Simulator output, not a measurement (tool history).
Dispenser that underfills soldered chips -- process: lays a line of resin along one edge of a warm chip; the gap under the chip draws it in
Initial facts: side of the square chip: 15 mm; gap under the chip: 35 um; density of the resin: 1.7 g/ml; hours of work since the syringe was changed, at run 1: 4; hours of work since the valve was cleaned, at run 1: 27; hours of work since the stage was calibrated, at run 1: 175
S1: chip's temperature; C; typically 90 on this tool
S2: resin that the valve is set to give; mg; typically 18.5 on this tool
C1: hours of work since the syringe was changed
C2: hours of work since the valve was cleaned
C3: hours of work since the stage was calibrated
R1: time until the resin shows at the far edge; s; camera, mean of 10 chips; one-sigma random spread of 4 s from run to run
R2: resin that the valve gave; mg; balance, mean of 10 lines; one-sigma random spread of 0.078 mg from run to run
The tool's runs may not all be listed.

| run | hour | S1 | S2 | C1 | C2 | C3 | R1 | R2 |
|---|---|---|---|---|---|---|---|---|
| 1 | 0.0 | 90 | 18.5 | 4 | 27 | 175 | 629.3 | 18.15 |
|  | 3.1 | new syringe of resin |
| 2 | 10.2 | 96 | 18.5 | 5 | 34 | 182 | 540.6 | 18.00 |
|  | 12.0 | new syringe of resin |
| 3 | 18.7 | 90 | 18.5 | 5 | 40 | 188 | 640.8 | 17.79 |
|  | 21.4 | new syringe of resin |
| 4 | 28.5 | 90 | 18.5 | 5 | 47 | 194 | 664.2 | 17.80 |
|  | 31.1 | new syringe of resin |
| 5 | 36.1 | 90 | 18.5 | 4 | 52 | 200 | 569.9 | 17.97 |
|  | 40.4 | new syringe of resin |
| 6 | 41.4 | 90 | 18.5 | 1 | 56 | 203 | 439.7 | 17.71 |
| 7 | 48.2 | 90 | 18.2 | 6 | 61 | 208 | 670.4 | 17.53 |
|  | 49.7 | new syringe of resin |
|  | 58.8 | new syringe of resin |
| 8 | 59.9 | 90 | 18.2 | 1 | 69 | 216 | 451.1 | 17.34 |
|  | 68.0 | new syringe of resin |
| 9 | 70.6 | 90 | 18.2 | 2 | 76 | 223 | 490.4 | 17.22 |
| 10 | 75.3 | 100 | 18.2 | 5 | 79 | 227 | 479.6 | 17.09 |
|  | 77.5 | new syringe of resin |
| 11 | 84.5 | 90 | 18.5 | 5 | 86 | 233 | 656.2 | 17.40 |
|  | 86.4 | new syringe of resin |
| 12 | 94.6 | 93 | 18.5 | 6 | 93 | 240 | 654.5 | 17.26 |
|  | 95.5 | new syringe of resin |
|  | 104.9 | new syringe of resin |
| 13 | 104.9 | 76 | 18.5 | 0 | 100 | 247 | 672.7 | 17.19 |
| 14 | 110.0 | 100 | 18.5 | 4 | 103 | 251 | 417.9 | 17.21 |
|  | 114.0 | new syringe of resin |
| 15 | 119.6 | 105 | 18.5 | 4 | 110 | 257 | 379.9 | 17.07 |
|  | 123.4 | new syringe of resin |
| 16 | 125.3 | 105 | 18.5 | 1 | 114 | 261 | 302.8 | 16.95 |
|  | 132.3 | new syringe of resin |
| 17 | 134.7 | 105 | 18.5 | 2 | 120 | 268 | 314.2 | 16.95 |
| 18 | 139.6 | 104 | 19.9 | 5 | 124 | 271 | 425.5 | 18.15 |
|  | 141.6 | new syringe of resin |
| 19 | 148.3 | 104 | 17.4 | 5 | 130 | 277 | 438.9 | 15.95 |
|  | 150.8 | new syringe of resin |
|  | 154.4 | dispensing valve cleaned and set on the balance |
| 20 | 158.3 | 101 | 16.8 | 5 | 3 | 284 | 462.8 | 16.74 |
|  | 160.7 | new syringe of resin |
| 21 | 166.9 | 101 | 16.8 | 4 | 9 | 289 | 458.4 | 16.58 |

Forecast run 22:
|  | 169.9 | new syringe of resin |
| 22 | 177.7 | 101 | 16.8 | 6 | 16 | 297 | ? | ? |

{"run 22": {"R1": 492.0, "R2": 16.58}}
With no hidden state in the tool, this same run would have given R1 290.3 s, R2 16.78 mg.
